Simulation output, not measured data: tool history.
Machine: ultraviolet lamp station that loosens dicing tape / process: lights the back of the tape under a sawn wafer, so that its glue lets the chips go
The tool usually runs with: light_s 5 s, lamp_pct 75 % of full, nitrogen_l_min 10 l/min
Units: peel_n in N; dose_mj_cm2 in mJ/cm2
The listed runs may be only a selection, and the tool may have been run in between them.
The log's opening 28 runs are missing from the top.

run,hour,light_s,lamp_pct,nitrogen_l_min,peel_n,dose_mj_cm2
29,805.3,4,70,10,0.620,171
30,831.0,5,93,17,0.190,283
31,853.6,2,64,9,2.537,82
32,870.6,6,97,4,0.240,349
33,887.0,3,75,9,1.003,135
34,925.9,3,91,4,1.126,167
35,964.6,3,72,10,1.079,132
36,995.6,3,72,10,1.071,132
37,1032.7,6,96,17,0.166,347
38,1068.6,4,62,10,0.817,148
39,1092.9,3,68,6,1.495,126
40,1122.8,2,94,4,2.110,111
41,1145.9,5,74,10,0.340,221
42,1177.5,5,67,10,0.419,199

Predict each of these 5 candidate next runs independently; none follows another, all start after run 42:
A,1193.7,5,88,4,?,?
B,1193.7,5,67,9,?,?
C,1193.7,5,69,6,?,?
D,1193.7,5,67,14,?,?
E,1193.7,3,67,10,?,?

run,peel_n,dose_mj_cm2
A,0.415,265
B,0.450,203
C,0.529,208
D,0.365,203
E,1.240,120
What these runs would have given with no unlogged condition in the tool:
run,peel_n,dose_mj_cm2
A,0.411,266
B,0.446,204
C,0.524,209
D,0.362,203
E,1.229,120
